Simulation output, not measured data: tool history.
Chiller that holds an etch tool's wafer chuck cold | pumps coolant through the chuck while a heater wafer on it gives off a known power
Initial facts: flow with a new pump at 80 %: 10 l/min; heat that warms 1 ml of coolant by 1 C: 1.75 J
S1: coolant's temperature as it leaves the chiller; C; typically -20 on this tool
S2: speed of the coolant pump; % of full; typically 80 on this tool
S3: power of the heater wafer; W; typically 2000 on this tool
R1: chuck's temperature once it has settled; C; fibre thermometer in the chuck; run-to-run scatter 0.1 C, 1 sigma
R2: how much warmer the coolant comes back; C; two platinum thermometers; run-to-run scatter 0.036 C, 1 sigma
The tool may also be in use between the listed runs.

{"run": 1, "hour": 0.0, "S1": -20, "S2": 80, "S3": 2000, "R1": -4.0, "R2": 6.88}
{"run": 2, "hour": 181.8, "S1": -20, "S2": 80, "S3": 2000, "R1": -4.1, "R2": 6.93}
{"run": 3, "hour": 369.1, "S1": -20, "S2": 80, "S3": 2000, "R1": -4.2, "R2": 6.96}
{"run": 4, "hour": 476.7, "S1": -20, "S2": 80, "S3": 2000, "R1": -4.2, "R2": 7.02}
{"run": 5, "hour": 583.2, "S1": -20, "S2": 80, "S3": 2000, "R1": -4.2, "R2": 6.94}
{"run": 6, "hour": 779.8, "S1": -18, "S2": 80, "S3": 2000, "R1": -2.4, "R2": 7.0}
{"run": 7, "hour": 934.8, "S1": -18, "S2": 80, "S3": 2000, "R1": -2.1, "R2": 6.94}
{"run": 8, "hour": 1102.8, "S1": -18, "S2": 77, "S3": 2000, "R1": -1.5, "R2": 7.33}
{"run": 9, "hour": 1201.5, "S1": -18, "S2": 77, "S3": 2000, "R1": -1.7, "R2": 7.34}
{"run": 10, "hour": 1286.3, "S1": -18, "S2": 77, "S3": 2000, "R1": -1.5, "R2": 7.34}
{"run": 11, "hour": 1432.6, "S1": -18, "S2": 77, "S3": 2000, "R1": -1.6, "R2": 7.36}
{"run": 12, "hour": 1541.6, "S1": -20, "S2": 77, "S3": 2000, "R1": -3.7, "R2": 7.38}
{"run": 13, "hour": 1675.3, "S1": -20, "S2": 64, "S3": 1497, "R1": -5.3, "R2": 6.8}
{"run": 14, "hour": 1853.8, "S1": -27, "S2": 64, "S3": 1497, "R1": -12.2, "R2": 6.86}
{"run": 15, "hour": 1963.5, "S1": -10, "S2": 75, "S3": 1002, "R1": -1.6, "R2": 3.94}
{"hour": 1980.1, "done": "chiller's thermometer calibrated"}
{"run": 16, "hour": 2049.0, "S1": -21, "S2": 66, "S3": 2930, "R1": 7.0, "R2": 12.79}
{"run": 17, "hour": 2210.4, "S1": -21, "S2": 66, "S3": 2930, "R1": 7.1, "R2": 12.83}

Expected results for the next run?
{"run": 18, "hour": 2318.3, "S1": -21, "S2": 66, "S3": 2930, "R1": "?", "R2": "?"}

For run 18 the tool returned R1 7.2 C, R2 12.80 C.
With the hidden condition absent and the run-to-run variation left alone, this run would have shown R1 7.1 C, R2 12.47 C.
